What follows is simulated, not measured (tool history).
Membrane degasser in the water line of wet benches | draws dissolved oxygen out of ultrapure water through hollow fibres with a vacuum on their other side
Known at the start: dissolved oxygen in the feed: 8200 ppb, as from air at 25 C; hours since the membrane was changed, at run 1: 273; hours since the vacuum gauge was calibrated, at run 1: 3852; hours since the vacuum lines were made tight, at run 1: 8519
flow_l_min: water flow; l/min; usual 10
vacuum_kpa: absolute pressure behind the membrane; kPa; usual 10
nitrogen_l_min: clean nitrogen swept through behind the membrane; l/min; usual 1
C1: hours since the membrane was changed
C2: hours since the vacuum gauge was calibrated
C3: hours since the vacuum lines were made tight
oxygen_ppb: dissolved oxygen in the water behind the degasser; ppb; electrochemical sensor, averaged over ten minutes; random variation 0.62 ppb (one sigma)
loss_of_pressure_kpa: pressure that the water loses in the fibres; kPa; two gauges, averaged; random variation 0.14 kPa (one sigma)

run 1 hour=0 | flow_l_min=10 vacuum_kpa=10 nitrogen_l_min=1 | C1=273 C2=3852 C3=8519 | oxygen_ppb=169.2 loss_of_pressure_kpa=49.14
run 2 hour=23.2 | flow_l_min=10 vacuum_kpa=10 nitrogen_l_min=1 | C1=296 C2=3875 C3=8542 | oxygen_ppb=169.9 loss_of_pressure_kpa=48.82
run 3 hour=59.3 | flow_l_min=10 vacuum_kpa=8.5 nitrogen_l_min=1 | C1=332 C2=3911 C3=8578 | oxygen_ppb=133.6 loss_of_pressure_kpa=49.03
run 4 hour=100.5 | flow_l_min=10 vacuum_kpa=8.5 nitrogen_l_min=1 | C1=374 C2=3953 C3=8619 | oxygen_ppb=133.5 loss_of_pressure_kpa=48.91
run 5 hour=145.6 | flow_l_min=10 vacuum_kpa=8.5 nitrogen_l_min=1 | C1=419 C2=3998 C3=8664 | oxygen_ppb=134.6 loss_of_pressure_kpa=49.04
run 6 hour=174.6 | flow_l_min=10 vacuum_kpa=8.5 nitrogen_l_min=1 | C1=448 C2=4027 C3=8693 | oxygen_ppb=134.1 loss_of_pressure_kpa=48.74
run 7 hour=204 | flow_l_min=10 vacuum_kpa=10 nitrogen_l_min=1 | C1=477 C2=4056 C3=8723 | oxygen_ppb=169.3 loss_of_pressure_kpa=48.88
-- hour=207.9 vacuum gauge calibrated
run 8 hour=230.3 | flow_l_min=10 vacuum_kpa=10 nitrogen_l_min=1 | C1=503 C2=22 C3=8749 | oxygen_ppb=168.6 loss_of_pressure_kpa=48.88
run 9 hour=263 | flow_l_min=9 vacuum_kpa=10 nitrogen_l_min=1 | C1=536 C2=55 C3=8781 | oxygen_ppb=153 loss_of_pressure_kpa=44.11
run 10 hour=308.7 | flow_l_min=9 vacuum_kpa=10 nitrogen_l_min=1 | C1=581 C2=101 C3=8827 | oxygen_ppb=153.3 loss_of_pressure_kpa=44.2
run 11 hour=338.2 | flow_l_min=9 vacuum_kpa=10 nitrogen_l_min=1 | C1=611 C2=130 C3=8856 | oxygen_ppb=152.8 loss_of_pressure_kpa=43.95
run 12 hour=363.8 | flow_l_min=9 vacuum_kpa=10 nitrogen_l_min=1 | C1=636 C2=156 C3=8882 | oxygen_ppb=152.8 loss_of_pressure_kpa=44.03
run 13 hour=384.1 | flow_l_min=10 vacuum_kpa=18.3 nitrogen_l_min=1 | C1=657 C2=176 C3=8902 | oxygen_ppb=362.2 loss_of_pressure_kpa=48.94
run 14 hour=428.4 | flow_l_min=9 vacuum_kpa=10 nitrogen_l_min=0.52 | C1=701 C2=220 C3=8947 | oxygen_ppb=273 loss_of_pressure_kpa=43.93
run 15 hour=465 | flow_l_min=9 vacuum_kpa=10 nitrogen_l_min=0.52 | C1=738 C2=257 C3=8983 | oxygen_ppb=271.6 loss_of_pressure_kpa=43.82
run 16 hour=492.5 | flow_l_min=8 vacuum_kpa=13.3 nitrogen_l_min=1.3 | C1=765 C2=285 C3=9011 | oxygen_ppb=160.7 loss_of_pressure_kpa=39.29
run 17 hour=536.8 | flow_l_min=8 vacuum_kpa=13.3 nitrogen_l_min=1.3 | C1=809 C2=329 C3=9055 | oxygen_ppb=159.1 loss_of_pressure_kpa=39.08
run 18 hour=582.5 | flow_l_min=9 vacuum_kpa=11.3 nitrogen_l_min=1.3 | C1=855 C2=375 C3=9101 | oxygen_ppb=144 loss_of_pressure_kpa=44.12
run 19 hour=605.4 | flow_l_min=7 vacuum_kpa=11.3 nitrogen_l_min=1.09 | C1=878 C2=398 C3=9124 | oxygen_ppb=135.4 loss_of_pressure_kpa=34.22
run 20 hour=643.3 | flow_l_min=7 vacuum_kpa=7.1 nitrogen_l_min=2.05 | C1=916 C2=435 C3=9162 | oxygen_ppb=36.4 loss_of_pressure_kpa=34.22
run 21 hour=685.2 | flow_l_min=6 vacuum_kpa=21.5 nitrogen_l_min=2.07 | C1=958 C2=477 C3=9203 | oxygen_ppb=144.4 loss_of_pressure_kpa=29.19
run 22 hour=725 | flow_l_min=6 vacuum_kpa=21.5 nitrogen_l_min=2.07 | C1=998 C2=517 C3=9243 | oxygen_ppb=143.8 loss_of_pressure_kpa=29.29
run 23 hour=766.5 | flow_l_min=10 vacuum_kpa=21.1 nitrogen_l_min=1 | C1=1039 C2=559 C3=9285 | oxygen_ppb=428.9 loss_of_pressure_kpa=48.94
run 24 hour=807.1 | flow_l_min=10 vacuum_kpa=21.1 nitrogen_l_min=1 | C1=1080 C2=599 C3=9325 | oxygen_ppb=429.3 loss_of_pressure_kpa=49.03
run 25 hour=845.8 | flow_l_min=10 vacuum_kpa=21.1 nitrogen_l_min=1 | C1=1118 C2=638 C3=9364 | oxygen_ppb=429.9 loss_of_pressure_kpa=48.89

Measured less the same run without the tool's hidden state. The same run-to-run variation is in both; the gauge's scatter may not be:
The hidden state here: membrane still open, %; true pressure behind the membrane over the reading, kPa; air that leaks in behind the membrane, l/min; drift of the gauge itself on oxygen_ppb, %; drift of the gauge itself on loss_of_pressure_kpa, %.
run=1 oxygen_ppb=+9.6 loss_of_pressure_kpa=+0.03
run=2 oxygen_ppb=+9.7 loss_of_pressure_kpa=+0.03
run=3 oxygen_ppb=+8.2 loss_of_pressure_kpa=+0.04
run=4 oxygen_ppb=+8.3 loss_of_pressure_kpa=+0.05
run=5 oxygen_ppb=+8.4 loss_of_pressure_kpa=+0.05
run=6 oxygen_ppb=+8.4 loss_of_pressure_kpa=+0.06
run=7 oxygen_ppb=+10 loss_of_pressure_kpa=+0.06
run=8 oxygen_ppb=+8.2 loss_of_pressure_kpa=+0.07
run=9 oxygen_ppb=+8.5 loss_of_pressure_kpa=+0.06
run=10 oxygen_ppb=+8.5 loss_of_pressure_kpa=+0.06
run=11 oxygen_ppb=+8.6 loss_of_pressure_kpa=+0.07
run=12 oxygen_ppb=+8.5 loss_of_pressure_kpa=+0.07
run=13 oxygen_ppb=+17 loss_of_pressure_kpa=+0.09
run=14 oxygen_ppb=+11.9 loss_of_pressure_kpa=+0.08
run=15 oxygen_ppb=+11.9 loss_of_pressure_kpa=+0.09
run=16 oxygen_ppb=+10.7 loss_of_pressure_kpa=+0.08
run=17 oxygen_ppb=+10.6 loss_of_pressure_kpa=+0.09
run=18 oxygen_ppb=+8.8 loss_of_pressure_kpa=+0.1
run=19 oxygen_ppb=+10.4 loss_of_pressure_kpa=+0.08
run=20 oxygen_ppb=+3.3 loss_of_pressure_kpa=+0.08
run=21 oxygen_ppb=+13.6 loss_of_pressure_kpa=+0.07
run=22 oxygen_ppb=+13.5 loss_of_pressure_kpa=+0.07
run=23 oxygen_ppb=+20.9 loss_of_pressure_kpa=+0.14
run=24 oxygen_ppb=+21 loss_of_pressure_kpa=+0.14
run=25 oxygen_ppb=+21.2 loss_of_pressure_kpa=+0.14

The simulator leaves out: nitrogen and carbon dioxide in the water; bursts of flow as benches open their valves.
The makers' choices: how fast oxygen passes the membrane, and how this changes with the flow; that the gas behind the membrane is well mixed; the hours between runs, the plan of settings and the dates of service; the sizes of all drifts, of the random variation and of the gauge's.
